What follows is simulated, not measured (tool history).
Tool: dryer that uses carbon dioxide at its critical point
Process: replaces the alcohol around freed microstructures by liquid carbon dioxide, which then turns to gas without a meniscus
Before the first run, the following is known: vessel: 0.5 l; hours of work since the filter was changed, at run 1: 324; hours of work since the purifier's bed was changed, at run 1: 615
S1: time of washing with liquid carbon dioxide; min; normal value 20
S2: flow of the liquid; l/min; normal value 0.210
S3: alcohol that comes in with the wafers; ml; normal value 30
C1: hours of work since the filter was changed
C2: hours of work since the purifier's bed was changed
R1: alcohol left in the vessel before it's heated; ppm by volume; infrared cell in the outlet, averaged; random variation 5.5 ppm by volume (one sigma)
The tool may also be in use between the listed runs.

Run 1, hour 0.0: usual settings; C1 324; C2 615. Result: R1 413 ppm by volume.
At hour 5.2: inlet filter changed.
Run 2, hour 15.5: usual settings; C1 8; C2 626. Result: R1 337 ppm by volume.
Run 3, hour 30.9: usual settings but S1 31 min; C1 20; C2 638. Result: R1 182 ppm by volume.
Run 4, hour 44.4: usual settings but S1 31 min; C1 30; C2 648. Result: R1 197 ppm by volume.
Run 5, hour 55.1: usual settings but S1 31 min; C1 38; C2 656. Result: R1 191 ppm by volume.
Run 6, hour 65.1: usual settings but S1 31 min; C1 45; C2 664. Result: R1 196 ppm by volume.
Run 7, hour 85.6: usual settings but S1 31 min; C1 61; C2 680. Result: R1 202 ppm by volume.
Run 8, hour 98.0: usual settings but S1 31 min; C1 71; C2 689. Result: R1 205 ppm by volume.
Run 9, hour 109.6: usual settings but S1 31 min; C1 79; C2 698. Result: R1 203 ppm by volume.
Run 10, hour 126.4: usual settings but S1 31 min; C1 92; C2 711. Result: R1 207 ppm by volume.
Run 11, hour 146.8: usual settings but S1 16 min, S2 0.300 l/min; C1 108; C2 726. Result: R1 274 ppm by volume.
Run 12, hour 167.7: usual settings but S1 23 min, S2 0.173 l/min; C1 123; C2 742. Result: R1 490 ppm by volume.
Run 13, hour 189.4: usual settings but S2 0.144 l/min, S3 22 ml; C1 140; C2 758. Result: R1 1191 ppm by volume.
Run 14, hour 206.6: usual settings but S2 0.144 l/min, S3 22 ml; C1 153; C2 772. Result: R1 1159 ppm by volume.

What will run 15 give?
Run 15, hour 223.9: usual settings but S1 29 min, S2 0.218 l/min, S3 22 ml; C1 166; C2 785. Result: R1 ?.

R1: 218 ppm by volume
On a tool with no hidden condition, and with the same random variation, this run would have come out at R1 7 ppm by volume.
